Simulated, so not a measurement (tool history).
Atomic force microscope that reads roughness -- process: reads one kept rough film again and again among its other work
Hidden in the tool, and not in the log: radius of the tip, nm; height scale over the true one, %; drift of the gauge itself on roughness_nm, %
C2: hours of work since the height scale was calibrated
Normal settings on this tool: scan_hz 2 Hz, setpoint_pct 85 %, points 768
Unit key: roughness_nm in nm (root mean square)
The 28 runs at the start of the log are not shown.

At hour 620: new tip fitted.
Run 29, hour 626.7: usual settings but points 976; pictures with this tip 7; C2 267. Result: roughness_nm 1.577 nm (root mean square).
Run 30, hour 655.4: usual settings but points 976; pictures with this tip 40; C2 279. Result: roughness_nm 1.546 nm (root mean square).
Run 31, hour 677.9: usual settings but points 976; pictures with this tip 67; C2 288. Result: roughness_nm 1.53 nm (root mean square).
Run 32, hour 694.3: usual settings but scan_hz 0.78 Hz, setpoint_pct 64 %; pictures with this tip 85; C2 295. Result: roughness_nm 1.718 nm (root mean square).
Run 33, hour 707.6: usual settings but setpoint_pct 82 %; pictures with this tip 101; C2 301. Result: roughness_nm 1.513 nm (root mean square).
Run 34, hour 720.5: usual settings but scan_hz 0.87 Hz; pictures with this tip 116; C2 306. Result: roughness_nm 1.606 nm (root mean square).
Run 35, hour 748.5: usual settings but scan_hz 2.46 Hz, setpoint_pct 70 %, points 391; pictures with this tip 148; C2 318. Result: roughness_nm 1.545 nm (root mean square).
Run 36, hour 766.2: usual settings but scan_hz 2.96 Hz; pictures with this tip 169; C2 325. Result: roughness_nm 1.354 nm (root mean square).
At hour 779.7: new tip fitted.
Run 37, hour 782: usual settings but scan_hz 2.96 Hz, setpoint_pct 79 %, points 873; pictures with this tip 2; C2 331. Result: roughness_nm 1.564 nm (root mean square).
Run 38, hour 794.6: usual settings but scan_hz 2.36 Hz, setpoint_pct 60 %, points 666; pictures with this tip 17; C2 337. Result: roughness_nm 1.711 nm (root mean square).
Run 39, hour 816.5: usual settings but scan_hz 2.26 Hz, points 1013; pictures with this tip 42; C2 346. Result: roughness_nm 1.525 nm (root mean square).
Run 40, hour 840.9: usual settings but scan_hz 0.56 Hz, points 990; pictures with this tip 70; C2 356. Result: roughness_nm 1.685 nm (root mean square).
Run 41, hour 855.8: usual settings but scan_hz 3.3 Hz; pictures with this tip 87; C2 362. Result: roughness_nm 1.399 nm (root mean square).
Run 42, hour 874.1: usual settings but scan_hz 3.3 Hz; pictures with this tip 109; C2 370. Result: roughness_nm 1.383 nm (root mean square).
Run 43, hour 894.7: usual settings but scan_hz 1.51 Hz, points 671; pictures with this tip 132; C2 379. Result: roughness_nm 1.515 nm (root mean square).
Run 44, hour 918.1: usual settings but scan_hz 1.51 Hz, points 671; pictures with this tip 160; C2 388. Result: roughness_nm 1.496 nm (root mean square).
At hour 939.2: new tip fitted.
Run 45, hour 943.4: usual settings but scan_hz 1.51 Hz, points 293; pictures with this tip 5; C2 399. Result: roughness_nm 1.612 nm (root mean square).
Run 46, hour 973.3: usual settings but scan_hz 1.26 Hz; pictures with this tip 40; C2 411. Result: roughness_nm 1.626 nm (root mean square).
Run 47, hour 994.6: usual settings but setpoint_pct 56 %; pictures with this tip 64; C2 420. Result: roughness_nm 1.697 nm (root mean square).
Run 48, hour 1018.7: usual settings but setpoint_pct 56 %; pictures with this tip 92; C2 430. Result: roughness_nm 1.675 nm (root mean square).
Run 49, hour 1047.2: usual settings but scan_hz 0.74 Hz, setpoint_pct 69 %, points 445; pictures with this tip 125; C2 442. Result: roughness_nm 1.669 nm (root mean square).
Run 50, hour 1066.1: usual settings but scan_hz 3.02 Hz, setpoint_pct 69 %, points 511; pictures with this tip 147; C2 450. Result: roughness_nm 1.528 nm (root mean square).
Run 51, hour 1089.1: usual settings but scan_hz 3.02 Hz, setpoint_pct 69 %, points 511; pictures with this tip 174; C2 460. Result: roughness_nm 1.521 nm (root mean square).
At hour 1097.7: new tip fitted.
Run 52, hour 1119.8: usual settings but scan_hz 3.02 Hz, setpoint_pct 69 %, points 511; pictures with this tip 25; C2 472. Result: roughness_nm 1.64 nm (root mean square).
Run 53, hour 1134.6: usual settings but scan_hz 3.02 Hz, setpoint_pct 83 %, points 379; pictures with this tip 42; C2 478. Result: roughness_nm 1.47 nm (root mean square).

Below are 3 alternative next runs, each starting from the tool's condition after run 53. Predict each:
Run A, hour 1151.4: usual settings but scan_hz 3.02 Hz, setpoint_pct 87 %, points 507; pictures with this tip 62; C2 486. Result: roughness_nm ?.
Run B, hour 1151.4: usual settings but setpoint_pct 81 %, points 756; pictures with this tip 62; C2 486. Result: roughness_nm ?.
Run C, hour 1151.4: usual settings but scan_hz 3.02 Hz, setpoint_pct 83 %, points 740; pictures with this tip 62; C2 486. Result: roughness_nm ?.

run  roughness_nm
  A          1.42
  B         1.563
  C         1.471
Without the tool's unlogged condition, the same runs would have read:
run  roughness_nm
  A         1.464
  B         1.611
  C         1.516
